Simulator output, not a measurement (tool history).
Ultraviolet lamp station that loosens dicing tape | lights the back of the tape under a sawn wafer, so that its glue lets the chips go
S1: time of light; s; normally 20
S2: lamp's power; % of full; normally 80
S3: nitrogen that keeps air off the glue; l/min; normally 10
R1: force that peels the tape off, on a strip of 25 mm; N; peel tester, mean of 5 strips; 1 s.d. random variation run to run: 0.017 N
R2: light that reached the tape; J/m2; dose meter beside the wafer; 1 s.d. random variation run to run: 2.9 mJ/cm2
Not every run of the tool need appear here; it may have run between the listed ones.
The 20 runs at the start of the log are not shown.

{"run": 21, "hour": 472.6, "S1": 20, "S2": 86, "S3": 10, "R1": 1.041, "R2": 3600}
{"run": 22, "hour": 502.8, "S1": 20, "S2": 86, "S3": 10, "R1": 1.021, "R2": 3560}
{"run": 23, "hour": 517.8, "S1": 20, "S2": 91, "S3": 6, "R1": 1.4, "R2": 3750}
{"run": 24, "hour": 533.6, "S1": 20, "S2": 84, "S3": 11, "R1": 1.082, "R2": 3450}
{"run": 25, "hour": 549.7, "S1": 20, "S2": 84, "S3": 11, "R1": 1.09, "R2": 3500}
{"run": 26, "hour": 567.9, "S1": 20, "S2": 61, "S3": 10, "R1": 1.856, "R2": 2470}
{"run": 27, "hour": 583.3, "S1": 23, "S2": 68, "S3": 10, "R1": 1.306, "R2": 3140}
{"run": 28, "hour": 606.4, "S1": 19, "S2": 85, "S3": 10, "R1": 1.237, "R2": 3250}
{"run": 29, "hour": 632.9, "S1": 20, "S2": 80, "S3": 5, "R1": 2.049, "R2": 3160}
{"run": 30, "hour": 660.8, "S1": 20, "S2": 97, "S3": 8, "R1": 1.123, "R2": 3760}
{"run": 31, "hour": 690.0, "S1": 20, "S2": 97, "S3": 8, "R1": 1.117, "R2": 3830}
{"run": 32, "hour": 710.1, "S1": 21, "S2": 70, "S3": 8, "R1": 1.845, "R2": 2800}
{"run": 33, "hour": 724.6, "S1": 13, "S2": 80, "S3": 16, "R1": 2.018, "R2": 2000}
{"run": 34, "hour": 742.9, "S1": 13, "S2": 80, "S3": 16, "R1": 2.021, "R2": 1940}
{"run": 35, "hour": 762.4, "S1": 18, "S2": 80, "S3": 10, "R1": 1.635, "R2": 2710}
{"run": 36, "hour": 780.5, "S1": 18, "S2": 80, "S3": 10, "R1": 1.723, "R2": 2680}
{"run": 37, "hour": 812.7, "S1": 17, "S2": 95, "S3": 18, "R1": 1.033, "R2": 3010}
{"run": 38, "hour": 840.7, "S1": 16, "S2": 75, "S3": 7, "R1": 2.686, "R2": 2200}
{"hour": 846.7, "done": "window cleaned of glue's vapour"}
{"run": 39, "hour": 869.7, "S1": 36, "S2": 72, "S3": 19, "R1": 0.301, "R2": 5190}
{"run": 40, "hour": 901.6, "S1": 36, "S2": 72, "S3": 19, "R1": 0.308, "R2": 5110}
{"run": 41, "hour": 917.9, "S1": 20, "S2": 80, "S3": 5, "R1": 1.977, "R2": 3100}
{"run": 42, "hour": 938.9, "S1": 20, "S2": 80, "S3": 5, "R1": 2.054, "R2": 3120}
{"run": 43, "hour": 966.5, "S1": 20, "S2": 80, "S3": 5, "R1": 2.094, "R2": 3070}

Predict each of these 3 candidate next runs independently; none follows another, all start after run 43:
{"run": "A", "hour": 996.0, "S1": 19, "S2": 64, "S3": 9, "R1": "?", "R2": "?"}
{"run": "B", "hour": 996.0, "S1": 12, "S2": 80, "S3": 10, "R1": "?", "R2": "?"}
{"run": "C", "hour": 996.0, "S1": 20, "S2": 94, "S3": 13, "R1": "?", "R2": "?"}

run=A R1=2.184 R2=2320
run=B R1=2.696 R2=1850
run=C R1=0.880 R2=3640
The same runs, with their run-to-run variation unchanged, on a tool lacking any hidden condition would have given:
run=A R1=1.429 R2=3110
run=B R1=1.889 R2=2490
run=C R1=0.471 R2=4880

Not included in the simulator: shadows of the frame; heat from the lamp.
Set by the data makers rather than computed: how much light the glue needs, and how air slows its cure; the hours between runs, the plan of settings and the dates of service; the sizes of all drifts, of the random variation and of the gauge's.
